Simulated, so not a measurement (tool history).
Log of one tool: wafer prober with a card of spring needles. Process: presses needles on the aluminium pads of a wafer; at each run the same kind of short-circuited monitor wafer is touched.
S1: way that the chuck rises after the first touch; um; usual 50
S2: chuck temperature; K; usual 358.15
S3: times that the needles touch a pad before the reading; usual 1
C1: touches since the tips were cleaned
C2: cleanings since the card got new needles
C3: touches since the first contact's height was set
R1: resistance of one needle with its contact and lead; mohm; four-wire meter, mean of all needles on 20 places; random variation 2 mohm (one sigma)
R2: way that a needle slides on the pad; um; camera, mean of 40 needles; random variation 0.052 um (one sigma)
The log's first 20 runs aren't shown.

run	hour	S1	S2	S3	C1	C2	C3	R1	R2
# hour 177.4: tips cleaned on abrasive film
21	183.6	65	352.15	1	1564	33	129457	220	15.14
# hour 192.3: tips cleaned on abrasive film
22	197	44	334.15	2	1187	34	132829	215	10.23
23	205.8	44	334.15	2	3412	34	135054	217	10.23
# hour 207.3: tips cleaned on abrasive film
24	215.2	44	334.15	2	1978	35	137385	214	10.22
# hour 221.6: tips cleaned on abrasive film
25	226.2	44	334.15	2	1160	36	140151	216	10.26
# hour 236.2: tips cleaned on abrasive film
26	236.5	53	358.15	1	88	37	142734	217	12.37
# hour 250.4: tips cleaned on abrasive film
27	251.8	53	358.15	1	360	38	146587	219	12.31
28	262.3	66	348.15	1	3009	38	149236	217	15.28
# hour 265.4: tips cleaned on abrasive film
29	270	66	348.15	1	1155	39	151147	218	15.39
# hour 279.8: tips cleaned on abrasive film
30	284.9	35	366.15	1	1289	40	154898	225	8.14
# hour 294.1: tips cleaned on abrasive film
31	300.4	35	366.15	1	1593	41	158781	230	8.2
# hour 308.8: tips cleaned on abrasive film
32	312.5	45	348.15	1	941	42	161830	221	10.33
# hour 323.4: tips cleaned on abrasive film
33	325.4	45	348.15	1	510	43	165072	221	10.35

4 ways to go on from here, each from the tool as it stands after run 33. What would each give?
# hour 338.1: tips cleaned on abrasive film
A	338.3	68	355.15	2	61	44	168302	?	?
# hour 338.1: tips cleaned on abrasive film
B	338.3	43	348.15	1	61	44	168302	?	?
# hour 338.1: tips cleaned on abrasive film
C	338.3	32	358.15	1	61	44	168302	?	?
# hour 338.1: tips cleaned on abrasive film
D	338.3	50	358.15	1	61	44	168302	?	?

run	R1	R2
A	217	15.89
B	218	9.99
C	223	7.44
D	220	11.65
Without the tool's hidden state the same runs would have given:
run	R1	R2
A	217	15.89
B	218	10
C	223	7.44
D	219	11.66

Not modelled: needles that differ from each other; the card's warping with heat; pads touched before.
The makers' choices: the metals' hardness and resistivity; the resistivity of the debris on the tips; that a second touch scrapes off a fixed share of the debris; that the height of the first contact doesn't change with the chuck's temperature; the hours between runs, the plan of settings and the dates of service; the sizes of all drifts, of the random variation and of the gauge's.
